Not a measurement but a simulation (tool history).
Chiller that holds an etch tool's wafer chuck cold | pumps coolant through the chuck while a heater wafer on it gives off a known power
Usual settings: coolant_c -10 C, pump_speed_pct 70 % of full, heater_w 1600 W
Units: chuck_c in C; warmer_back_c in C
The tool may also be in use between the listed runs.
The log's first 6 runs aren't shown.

run	hour	coolant_c	pump_speed_pct	heater_w	chuck_c	warmer_back_c
7	159.4	-10	70	1600	6.4	5.21
8	185.6	-10	70	1600	6.4	5.23
9	205.3	-10	70	1600	6.4	5.2
10	241.3	-10	70	1600	6.4	5.19
11	276.1	-10	70	1600	6.4	5.18
12	306.7	-10	70	1600	6.3	5.21
13	322	-10	70	1600	6.4	5.17
14	341.5	-10	70	1600	6.5	5.22
15	360.4	-10	70	1600	6.4	5.15
16	389.2	-10	70	1600	6.3	5.18
17	412.5	-2	83	1196	8.9	3.27
18	430.6	-2	83	1196	8.9	3.33
19	456.5	-5	67	1397	9.9	4.76
20	487	-7	79	834	1	2.4
21	517.6	-10	87	1600	4	4.14
# hour 537.3: chiller's thermometer calibrated
22	537.3	-2	66	1036	8.8	3.57
23	555.1	-12	69	2181	10.2	7.17
24	586.9	-17	70	1600	-0.8	5.17
25	615.5	-10	87	816	-3	2.15
26	642.8	-9	79	1385	4	4
27	672.7	-16	67	1092	-4.6	3.67
28	701.9	-10	70	1553	5.8	5.09
29	733.5	-13	69	1575	3.2	5.17
30	749	0	61	1435	16	5.41
31	774.2	0	61	1435	16.4	5.33

Forecast each of these 4 alternatives for the next run:
A	789.9	0	69	1435	?	?
B	789.9	-2	61	1435	?	?
C	789.9	-18	64	2312	?	?
D	789.9	-10	72	1600	?	?

run	chuck_c	warmer_back_c
A	14.7	4.71
B	14.2	5.37
C	7	8.17
D	5.9	5.04
Without the tool's hidden state the same runs would have given:
run	chuck_c	warmer_back_c
A	12.3	4.62
B	11.5	5.27
C	2.9	8
D	3.2	4.95

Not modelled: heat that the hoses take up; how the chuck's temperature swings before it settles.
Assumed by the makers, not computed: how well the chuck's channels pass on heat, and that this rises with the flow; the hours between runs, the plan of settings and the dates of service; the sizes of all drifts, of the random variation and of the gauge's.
